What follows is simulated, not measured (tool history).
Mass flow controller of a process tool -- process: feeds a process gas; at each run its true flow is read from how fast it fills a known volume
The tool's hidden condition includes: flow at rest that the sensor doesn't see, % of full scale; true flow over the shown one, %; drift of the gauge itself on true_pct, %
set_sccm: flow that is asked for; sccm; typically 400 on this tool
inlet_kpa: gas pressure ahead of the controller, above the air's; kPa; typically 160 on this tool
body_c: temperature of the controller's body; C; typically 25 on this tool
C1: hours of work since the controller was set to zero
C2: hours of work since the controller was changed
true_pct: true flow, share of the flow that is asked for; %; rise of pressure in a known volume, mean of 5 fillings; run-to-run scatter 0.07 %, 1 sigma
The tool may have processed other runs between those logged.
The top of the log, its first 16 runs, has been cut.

Run 17, day 101.854: usual settings but set_sccm 745 sccm, inlet_kpa 246 kPa; C1 2121; C2 2121. Result: true_pct 100.23 %.
Run 18, day 106.667: usual settings but set_sccm 745 sccm, inlet_kpa 246 kPa; C1 2194; C2 2194. Result: true_pct 100.12 %.
Run 19, day 110.942: usual settings but set_sccm 745 sccm, inlet_kpa 246 kPa; C1 2259; C2 2259. Result: true_pct 100.42 %.
Run 20, day 118.417: usual settings but set_sccm 745 sccm, inlet_kpa 246 kPa; C1 2373; C2 2373. Result: true_pct 100.38 %.
Run 21, day 123.029: usual settings but set_sccm 745 sccm, inlet_kpa 246 kPa; C1 2443; C2 2443. Result: true_pct 100.38 %.
Run 22, day 130.304: usual settings but set_sccm 223 sccm, inlet_kpa 228 kPa, body_c 32 C; C1 2554; C2 2554. Result: true_pct 102.17 %.
Run 23, day 135.629: usual settings but inlet_kpa 142 kPa, body_c 38 C; C1 2635; C2 2635. Result: true_pct 102.05 %.
At day 136.329: controller's zero set anew.
Run 24, day 139.712: usual settings but set_sccm 367 sccm, inlet_kpa 196 kPa, body_c 37 C; C1 51; C2 2697. Result: true_pct 102.63 %.
Run 25, day 148.208: usual settings but set_sccm 367 sccm, inlet_kpa 196 kPa, body_c 37 C; C1 181; C2 2826. Result: true_pct 102.97 %.
Run 26, day 155.129: usual settings but set_sccm 898 sccm, inlet_kpa 231 kPa, body_c 37 C; C1 286; C2 2931. Result: true_pct 101.53 %.
Run 27, day 161.271: usual settings but set_sccm 898 sccm, inlet_kpa 231 kPa, body_c 34 C; C1 379; C2 3025. Result: true_pct 101.51 %.
At day 163.142: controller's zero set anew, once more.
Run 28, day 170.179: usual settings but set_sccm 898 sccm, inlet_kpa 264 kPa, body_c 34 C; C1 107; C2 3160. Result: true_pct 99.9 %.
Run 29, day 176.654: usual settings but set_sccm 327 sccm, inlet_kpa 252 kPa, body_c 29 C; C1 206; C2 3258. Result: true_pct 99.42 %.
Run 30, day 182.496: usual settings but set_sccm 148 sccm, inlet_kpa 172 kPa, body_c 22 C; C1 294; C2 3347. Result: true_pct 100.1 %.
Run 31, day 187.454: usual settings but set_sccm 116 sccm, inlet_kpa 231 kPa, body_c 21 C; C1 370; C2 3423. Result: true_pct 99.83 %.

What does the tool deliver on the next run?
Run 32, day 194.054: usual settings but set_sccm 116 sccm, inlet_kpa 231 kPa, body_c 21 C; C1 470; C2 3523. Result: true_pct ?.

{"run 32": {"true_pct": 100.21}}
On a tool with no hidden condition, and with the same random variation, this run would have come out at true_pct 98.29 %.
